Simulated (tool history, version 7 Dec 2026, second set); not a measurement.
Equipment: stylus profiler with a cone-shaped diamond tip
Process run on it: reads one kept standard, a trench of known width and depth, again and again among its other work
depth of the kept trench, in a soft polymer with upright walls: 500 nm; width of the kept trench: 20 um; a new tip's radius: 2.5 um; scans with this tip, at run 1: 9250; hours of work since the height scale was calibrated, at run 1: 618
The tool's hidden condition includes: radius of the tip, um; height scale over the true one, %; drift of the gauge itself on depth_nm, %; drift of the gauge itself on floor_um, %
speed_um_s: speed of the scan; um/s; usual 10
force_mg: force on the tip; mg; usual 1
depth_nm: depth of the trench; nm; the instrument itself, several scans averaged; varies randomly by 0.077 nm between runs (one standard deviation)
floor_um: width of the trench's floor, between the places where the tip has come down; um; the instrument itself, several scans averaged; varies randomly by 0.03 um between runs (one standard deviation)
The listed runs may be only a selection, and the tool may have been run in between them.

| run | hour | speed_um_s | force_mg | scans with this tip | hours of work since the height scale was calibrated | depth_nm | floor_um |
|---|---|---|---|---|---|---|---|
| 1 | 0 | 10 | 1 | 9250 | 618 | 501.25 | 16.53 |
| 2 | 22.7 | 3 | 1 | 9490 | 634 | 501.08 | 16.63 |
| 3 | 42.6 | 3 | 1 | 9700 | 648 | 501.17 | 16.64 |
| 4 | 66.2 | 4 | 1 | 9950 | 665 | 501.03 | 16.58 |
| 5 | 92.2 | 27 | 1 | 10225 | 683 | 501.04 | 16.46 |
| 6 | 111.7 | 10 | 1 | 10431 | 697 | 501.17 | 16.57 |
|  | 113.4 | height scale calibrated on a step standard |
| 7 | 130.5 | 10 | 1 | 10625 | 12 | 500.89 | 16.52 |
| 8 | 159.2 | 13 | 1 | 10929 | 32 | 500.83 | 16.47 |
| 9 | 188.3 | 13 | 1 | 11236 | 53 | 500.7 | 16.56 |
| 10 | 210 | 16 | 1.48 | 11467 | 68 | 501.34 | 16.49 |
|  | 212.6 | height scale calibrated on a step standard, once more |
| 11 | 228.1 | 12 | 0.64 | 11652 | 11 | 501.26 | 16.44 |
| 12 | 245.5 | 26 | 1.88 | 11836 | 23 | 502.72 | 16.4 |

What if the next run were any one of these 4? Each begins from the tool's condition after run 12:
| A | 274.1 | 3 | 0.44 | 12139 | 43 | ? | ? |
| B | 274.1 | 3 | 0.59 | 12139 | 43 | ? | ? |
| C | 274.1 | 25 | 2.87 | 12139 | 43 | ? | ? |
| D | 274.1 | 23 | 1 | 12139 | 43 | ? | ? |

| run | depth_nm | floor_um |
|---|---|---|
| A | 500.8 | 16.56 |
| B | 501.09 | 16.59 |
| C | 503.78 | 16.47 |
| D | 501.53 | 16.41 |
With no hidden state in the tool, these same runs would have given:
| run | depth_nm | floor_um |
|---|---|---|
| A | 501.09 | 16.99 |
| B | 501.38 | 17.01 |
| C | 504.07 | 16.89 |
| D | 501.82 | 16.83 |

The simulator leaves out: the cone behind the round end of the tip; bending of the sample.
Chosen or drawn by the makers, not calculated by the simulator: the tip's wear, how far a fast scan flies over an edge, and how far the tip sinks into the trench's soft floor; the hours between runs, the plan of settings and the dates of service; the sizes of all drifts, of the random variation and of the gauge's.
